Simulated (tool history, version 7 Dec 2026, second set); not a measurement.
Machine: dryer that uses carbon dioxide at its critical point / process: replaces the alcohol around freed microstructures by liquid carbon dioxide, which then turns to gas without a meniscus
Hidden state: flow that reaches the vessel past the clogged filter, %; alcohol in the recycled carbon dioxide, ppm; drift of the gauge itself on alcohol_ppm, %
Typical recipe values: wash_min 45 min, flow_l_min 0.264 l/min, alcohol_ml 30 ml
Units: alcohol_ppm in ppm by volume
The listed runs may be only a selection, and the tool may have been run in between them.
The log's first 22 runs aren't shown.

| run | hour | wash_min | flow_l_min | alcohol_ml | hours of work since the filter was changed | hours of work since the purifier's bed was changed | alcohol_ppm |
|---|---|---|---|---|---|---|---|
| 23 | 278 | 32 | 0.264 | 30 | 247 | 465 | 316 |
| 24 | 289.6 | 32 | 0.264 | 30 | 252 | 470 | 313 |
| 25 | 305.7 | 32 | 0.264 | 30 | 259 | 478 | 316 |
| 26 | 323.8 | 48 | 0.264 | 67 | 268 | 486 | 130 |
| 27 | 334.2 | 31 | 0.178 | 36 | 273 | 491 | 1466 |
| 28 | 351.1 | 31 | 0.178 | 84 | 280 | 499 | 3358 |
| 29 | 366.6 | 31 | 0.178 | 84 | 288 | 506 | 3340 |
| 30 | 383.4 | 45 | 0.29 | 28 | 296 | 514 | 89 |
| 31 | 394.8 | 45 | 0.264 | 111 | 301 | 519 | 259 |
| 32 | 410 | 33 | 0.392 | 30 | 308 | 526 | 90 |
| 33 | 421.7 | 30 | 0.183 | 30 | 313 | 532 | 1241 |
| 34 | 429.1 | 45 | 0.25 | 54 | 317 | 535 | 193 |
| 35 | 443.9 | 45 | 0.25 | 54 | 324 | 542 | 188 |
| 36 | 459.3 | 45 | 0.25 | 54 | 331 | 549 | 200 |
| 37 | 471.2 | 45 | 0.166 | 33 | 336 | 555 | 601 |
| 38 | 479.4 | 59 | 0.415 | 30 | 340 | 559 | 71 |
| 39 | 489 | 59 | 0.415 | 30 | 345 | 563 | 78 |

Predict each of these 5 candidate next runs independently; none follows another, all start after run 39:
| A | 498.3 | 45 | 0.258 | 30 | 349 | 567 | ? |
| B | 498.3 | 70 | 0.216 | 47 | 349 | 567 | ? |
| C | 498.3 | 56 | 0.415 | 30 | 349 | 567 | ? |
| D | 498.3 | 58 | 0.442 | 78 | 349 | 567 | ? |
| E | 498.3 | 59 | 0.185 | 30 | 349 | 567 | ? |

| run | alcohol_ppm |
|---|---|
| A | 121 |
| B | 89 |
| C | 79 |
| D | 75 |
| E | 158 |
What these runs would have given with no unlogged condition in the tool:
| run | alcohol_ppm |
|---|---|
| A | 43 |
| B | 19 |
| C | 15 |
| D | 9 |
| E | 77 |
